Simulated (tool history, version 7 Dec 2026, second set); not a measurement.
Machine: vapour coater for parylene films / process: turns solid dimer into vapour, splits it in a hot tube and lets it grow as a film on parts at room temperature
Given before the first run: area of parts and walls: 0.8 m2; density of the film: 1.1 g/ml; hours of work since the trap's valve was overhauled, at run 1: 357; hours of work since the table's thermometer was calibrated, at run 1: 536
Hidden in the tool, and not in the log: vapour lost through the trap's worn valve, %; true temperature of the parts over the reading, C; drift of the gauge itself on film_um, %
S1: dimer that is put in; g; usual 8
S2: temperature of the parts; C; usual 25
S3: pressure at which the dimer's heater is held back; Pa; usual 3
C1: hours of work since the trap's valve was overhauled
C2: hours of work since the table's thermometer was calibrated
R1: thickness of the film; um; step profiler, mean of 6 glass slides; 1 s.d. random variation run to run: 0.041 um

| run | day | S1 | S2 | S3 | C1 | C2 | R1 |
|---|---|---|---|---|---|---|---|
| 1 | 0 | 8 | 25 | 3 | 357 | 536 | 5.24 |
| 2 | 1.454 | 9 | 25 | 3 | 372 | 550 | 5.78 |
| 3 | 2.2 | 8 | 25 | 3 | 380 | 558 | 5.18 |
| 4 | 3.771 | 8 | 25 | 3 | 396 | 574 | 5.19 |
| 5 | 4.821 | 6 | 25 | 3 | 406 | 584 | 3.85 |
| 6 | 6.171 | 6 | 25 | 3 | 420 | 598 | 3.84 |
| 7 | 7.246 | 6 | 25 | 3 | 431 | 609 | 3.84 |
| 8 | 8.175 | 6 | 25 | 3 | 440 | 618 | 3.86 |
| 9 | 9.717 | 6 | 25 | 3 | 455 | 634 | 3.84 |
| 10 | 10.517 | 6 | 25 | 3 | 463 | 642 | 3.79 |
| 11 | 12.038 | 8 | 25 | 3.71 | 479 | 657 | 4.82 |
| 12 | 13.3 | 8 | 24 | 3 | 492 | 670 | 5.34 |
| 13 | 14.7 | 8 | 21 | 3 | 506 | 684 | 6.04 |
| 14 | 16.342 | 8 | 21 | 3 | 522 | 700 | 6.04 |
| 15 | 17.65 | 8 | 31 | 3 | 535 | 714 | 3.85 |
| 16 | 18.429 | 8 | 28 | 3 | 543 | 721 | 4.39 |
| 17 | 19.292 | 8 | 33 | 7.87 | 552 | 730 | 2.78 |
| 18 | 20.496 | 9 | 31 | 7.87 | 564 | 742 | 3.44 |
| 19 | 22.125 | 9 | 31 | 7.87 | 580 | 759 | 3.39 |
| 20 | 23.317 | 9 | 26 | 7.87 | 592 | 771 | 4.31 |
| 21 | 24.246 | 9 | 26 | 7.87 | 602 | 780 | 4.19 |
|  | 24.946 | trap's valve overhauled |
| 22 | 26.108 | 8 | 25 | 3.53 | 12 | 797 | 5.35 |
| 23 | 26.896 | 8 | 34 | 4.39 | 20 | 805 | 3.38 |
| 24 | 27.862 | 7 | 25 | 3 | 29 | 815 | 4.9 |
| 25 | 28.629 | 5 | 25 | 6.17 | 37 | 822 | 2.94 |
| 26 | 29.979 | 6 | 35 | 2.04 | 51 | 836 | 2.91 |
| 27 | 30.858 | 8 | 23 | 5.62 | 60 | 845 | 5.24 |
| 28 | 32.171 | 8 | 25 | 10.55 | 73 | 858 | 4.12 |
| 29 | 33.608 | 13 | 28 | 2.35 | 87 | 873 | 8.37 |
| 30 | 35.083 | 10 | 25 | 3 | 102 | 887 | 6.92 |

Here are 5 independent what-if runs from the current tool condition. What would each one return?
| A | 36.121 | 3 | 25 | 3.09 | 113 | 898 | ? |
| B | 36.121 | 6 | 31 | 3 | 113 | 898 | ? |
| C | 36.121 | 8 | 19 | 9.24 | 113 | 898 | ? |
| D | 36.121 | 10 | 25 | 2.56 | 113 | 898 | ? |
| E | 36.121 | 8 | 25 | 3.48 | 113 | 898 | ? |

| run | R1 |
|---|---|
| A | 2.01 |
| B | 3.11 |
| C | 5.49 |
| D | 7.12 |
| E | 5.26 |
What these runs would have given with no unlogged condition in the tool:
| run | R1 |
|---|---|
| A | 2.03 |
| B | 3.15 |
| C | 5.56 |
| D | 7.22 |
| E | 5.33 |
